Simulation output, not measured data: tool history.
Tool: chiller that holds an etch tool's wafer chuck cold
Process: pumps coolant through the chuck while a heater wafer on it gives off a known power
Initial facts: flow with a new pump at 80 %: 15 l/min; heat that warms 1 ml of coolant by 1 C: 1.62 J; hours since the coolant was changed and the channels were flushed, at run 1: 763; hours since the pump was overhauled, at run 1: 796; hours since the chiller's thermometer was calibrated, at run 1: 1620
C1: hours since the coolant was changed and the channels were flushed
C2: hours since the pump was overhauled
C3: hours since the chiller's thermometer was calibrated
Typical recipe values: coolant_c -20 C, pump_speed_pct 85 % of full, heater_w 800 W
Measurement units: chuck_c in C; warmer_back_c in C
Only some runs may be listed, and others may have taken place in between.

Run 1, hour 0.0: usual settings; C1 763; C2 796; C3 1620. Result: chuck_c -10.58 C, warmer_back_c 1.865 C.
Run 2, hour 20.3: usual settings; C1 784; C2 816; C3 1641. Result: chuck_c -10.49 C, warmer_back_c 1.851 C.
Run 3, hour 51.8: usual settings; C1 815; C2 848; C3 1672. Result: chuck_c -10.50 C, warmer_back_c 1.852 C.
Run 4, hour 83.2: usual settings but heater_w 1194 W; C1 847; C2 879; C3 1703. Result: chuck_c -5.93 C, warmer_back_c 2.777 C.
Run 5, hour 109.8: usual settings; C1 873; C2 906; C3 1730. Result: chuck_c -10.54 C, warmer_back_c 1.854 C.
Run 6, hour 127.9: usual settings but heater_w 508 W; C1 891; C2 924; C3 1748. Result: chuck_c -13.86 C, warmer_back_c 1.195 C.
Run 7, hour 144.4: usual settings but heater_w 487 W; C1 908; C2 941; C3 1765. Result: chuck_c -14.15 C, warmer_back_c 1.128 C.
Run 8, hour 166.8: usual settings but coolant_c -28 C; C1 930; C2 963; C3 1787. Result: chuck_c -18.48 C, warmer_back_c 1.853 C.
Run 9, hour 190.2: usual settings but heater_w 767 W; C1 954; C2 986; C3 1810. Result: chuck_c -10.86 C, warmer_back_c 1.778 C.
Run 10, hour 207.0: usual settings but heater_w 767 W; C1 970; C2 1003; C3 1827. Result: chuck_c -10.78 C, warmer_back_c 1.771 C.
Run 11, hour 221.8: usual settings but heater_w 545 W; C1 985; C2 1018; C3 1842. Result: chuck_c -13.49 C, warmer_back_c 1.252 C.
Run 12, hour 245.8: usual settings; C1 1009; C2 1042; C3 1866. Result: chuck_c -10.48 C, warmer_back_c 1.846 C.
Run 13, hour 259.2: usual settings; C1 1023; C2 1055; C3 1879. Result: chuck_c -10.38 C, warmer_back_c 1.866 C.
Run 14, hour 280.5: usual settings but pump_speed_pct 87 % of full; C1 1044; C2 1077; C3 1901. Result: chuck_c -10.56 C, warmer_back_c 1.803 C.
Run 15, hour 294.0: usual settings but pump_speed_pct 87 % of full; C1 1057; C2 1090; C3 1914. Result: chuck_c -10.56 C, warmer_back_c 1.815 C.
Run 16, hour 309.5: usual settings but coolant_c -17 C, pump_speed_pct 87 % of full; C1 1073; C2 1106; C3 1930. Result: chuck_c -7.59 C, warmer_back_c 1.819 C.
Run 17, hour 335.1: usual settings but coolant_c -22 C, pump_speed_pct 61 % of full, heater_w 1001 W; C1 1098; C2 1131; C3 1955. Result: chuck_c -7.70 C, warmer_back_c 3.224 C.
Run 18, hour 359.0: usual settings but coolant_c -21 C; C1 1122; C2 1155; C3 1979. Result: chuck_c -11.40 C, warmer_back_c 1.852 C.

Forecast run 19:
Run 19, hour 378.1: usual settings but coolant_c -21 C; C1 1142; C2 1174; C3 1998. Result: chuck_c ?, warmer_back_c ?.

{"run 19": {"chuck_c": -11.46, "warmer_back_c": 1.868}}
Minus the tool's unlogged condition, the same run would have read chuck_c -11.87 C, warmer_back_c 1.863 C.

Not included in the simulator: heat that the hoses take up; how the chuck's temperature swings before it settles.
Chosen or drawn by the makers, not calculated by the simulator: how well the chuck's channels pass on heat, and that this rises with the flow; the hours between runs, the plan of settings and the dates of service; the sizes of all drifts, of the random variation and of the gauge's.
